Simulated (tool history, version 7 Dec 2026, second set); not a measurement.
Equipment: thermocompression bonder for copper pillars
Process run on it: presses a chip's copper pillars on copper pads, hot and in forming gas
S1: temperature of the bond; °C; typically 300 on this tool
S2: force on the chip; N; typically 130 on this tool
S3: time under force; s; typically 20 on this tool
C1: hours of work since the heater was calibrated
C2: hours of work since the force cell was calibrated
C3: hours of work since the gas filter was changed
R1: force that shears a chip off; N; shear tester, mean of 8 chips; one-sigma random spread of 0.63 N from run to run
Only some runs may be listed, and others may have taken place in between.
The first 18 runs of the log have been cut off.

{"run": 19, "hour": 936.1, "S1": 279, "S2": 139, "S3": 20, "C1": 998, "C2": 122, "C3": 433, "R1": 26.8}
{"run": 20, "hour": 997.2, "S1": 313, "S2": 84, "S3": 23, "C1": 1041, "C2": 164, "C3": 476, "R1": 25.9}
{"hour": 1022.9, "done": "forming gas filter changed"}
{"run": 21, "hour": 1040.0, "S1": 309, "S2": 80, "S3": 20, "C1": 1070, "C2": 193, "C3": 12, "R1": 25.2}
{"run": 22, "hour": 1089.4, "S1": 314, "S2": 109, "S3": 28, "C1": 1104, "C2": 227, "C3": 46, "R1": 40.7}
{"run": 23, "hour": 1128.0, "S1": 329, "S2": 177, "S3": 11, "C1": 1131, "C2": 254, "C3": 73, "R1": 47.2}
{"run": 24, "hour": 1177.1, "S1": 301, "S2": 130, "S3": 49, "C1": 1164, "C2": 288, "C3": 106, "R1": 47.9}
{"run": 25, "hour": 1228.6, "S1": 279, "S2": 103, "S3": 29, "C1": 1200, "C2": 323, "C3": 142, "R1": 24.7}
{"run": 26, "hour": 1257.5, "S1": 325, "S2": 103, "S3": 29, "C1": 1220, "C2": 343, "C3": 162, "R1": 41.2}
{"run": 27, "hour": 1290.2, "S1": 325, "S2": 103, "S3": 29, "C1": 1243, "C2": 366, "C3": 185, "R1": 40.6}
{"run": 28, "hour": 1321.7, "S1": 325, "S2": 103, "S3": 29, "C1": 1264, "C2": 388, "C3": 206, "R1": 41.8}
{"run": 29, "hour": 1386.5, "S1": 293, "S2": 91, "S3": 14, "C1": 1309, "C2": 432, "C3": 251, "R1": 19.5}
{"run": 30, "hour": 1452.5, "S1": 273, "S2": 123, "S3": 12, "C1": 1355, "C2": 478, "C3": 297, "R1": 18.8}
{"run": 31, "hour": 1506.4, "S1": 300, "S2": 179, "S3": 15, "C1": 1392, "C2": 515, "C3": 334, "R1": 39.7}
{"run": 32, "hour": 1536.2, "S1": 294, "S2": 190, "S3": 57, "C1": 1412, "C2": 536, "C3": 354, "R1": 55.8}
{"run": 33, "hour": 1596.6, "S1": 326, "S2": 107, "S3": 20, "C1": 1454, "C2": 577, "C3": 396, "R1": 35.7}

What does the tool deliver on the next run?
{"run": 34, "hour": 1630.6, "S1": 325, "S2": 86, "S3": 20, "C1": 1478, "C2": 601, "C3": 420, "R1": "?"}

Run 34 produced R1 29.9 N.
Had the tool carried no hidden state, the very same run would have given R1 35.9 N.
